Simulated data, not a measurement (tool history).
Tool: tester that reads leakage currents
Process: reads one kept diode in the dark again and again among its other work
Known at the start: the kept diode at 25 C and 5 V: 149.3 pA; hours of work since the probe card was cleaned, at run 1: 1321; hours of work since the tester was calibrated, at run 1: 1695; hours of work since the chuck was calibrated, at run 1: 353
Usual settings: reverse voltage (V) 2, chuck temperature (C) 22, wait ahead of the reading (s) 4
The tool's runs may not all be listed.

run,hour,reverse voltage (V),chuck temperature (C),wait ahead of the reading (s),hours of work since the probe card was cleaned,hours of work since the tester was calibrated,hours of work since the chuck was calibrated,current that the tester gives (pA)
1,0,2,22,4,1321,1695,353,73.52
2,79.3,2,22,4,1368,1742,400,74.07
3,211.1,2,22,4,1447,1821,479,74.17
4,341,2,22,4,1524,1898,556,75.13
5,446.7,2,22,4,1587,1961,619,75.47
6,520.6,2,47,4,1631,2005,663,524.45
7,639.3,2,22,3.05,1702,2076,734,75.74
8,771.4,2,41,4,1781,2155,813,341.2
9,892.9,2,41,4,1853,2227,885,343.69
10,1014.9,2,41,4,1926,2300,958,346.26
11,1134.7,2,41,4,1997,2371,1029,347.76
12,1270.1,2,22,6.15,2078,2452,1110,78.03
13,1388.6,2,22,6.15,2149,2523,1181,78.4
14,1515.6,2,22,1.04,2224,2598,1256,79.49
15,1601.6,2,28,1.04,2276,2650,1308,129.73
16,1681.7,2,22,4,2323,2697,1355,79.81
17,1813.5,2,22,4,2402,2776,1434,80.05
18,1886,2,41,1.7,2445,2819,1477,360.15
19,2002,2,41,1.7,2514,2888,1546,359.55
20,2092,2,41,1.7,2568,2942,1600,361
21,2182.7,1.57,54,1.4,2622,2996,1654,800.78
22,2272.6,7.47,24,1.4,2676,3050,1708,197.71
# hour 2286.3: chuck's temperature calibrated
23,2394.6,7.47,21,2.02,2747,3121,65,160.22
24,2497,2.23,50,1.2,2808,3182,126,765.46
# hour 2593.9: chuck's temperature calibrated, once more
25,2642.3,1.61,28,4.9,2894,3268,29,107.15
26,2780,4.44,25,4.9,2976,3350,111,147.07
27,2840.8,4.44,25,4.9,3012,3386,147,146.81
28,2939.7,3.23,25,6.41,3071,3445,206,123.33
# hour 3008.2: tester calibrated
29,3056.7,5.6,28,0.56,3140,29,275,213.29
30,3120.8,1.67,51,4,3178,67,313,622.26
31,3206.9,1.67,51,4,3229,118,364,621.07
32,3327.8,6.77,51,4,3301,191,436,1324.52
33,3396,6.77,51,4,3342,231,477,1331.34

Forecast each of these 5 alternatives for the next run:
A,3484.5,6.77,48,1.36,3395,284,530,?
B,3484.5,2,22,9.37,3395,284,530,?
C,3484.5,6.77,51,5.93,3395,284,530,?
D,3484.5,1.45,42,1.26,3395,284,530,?
E,3484.5,6.77,36,2.9,3395,284,530,?

run,current that the tester gives (pA)
A,1083.33
B,75.66
C,1324.74
D,305.99
E,446.85
Without the tool's hidden state the same runs would have given:
run,current that the tester gives (pA)
A,1038.87
B,71.4
C,1271.89
D,293.2
E,425.51
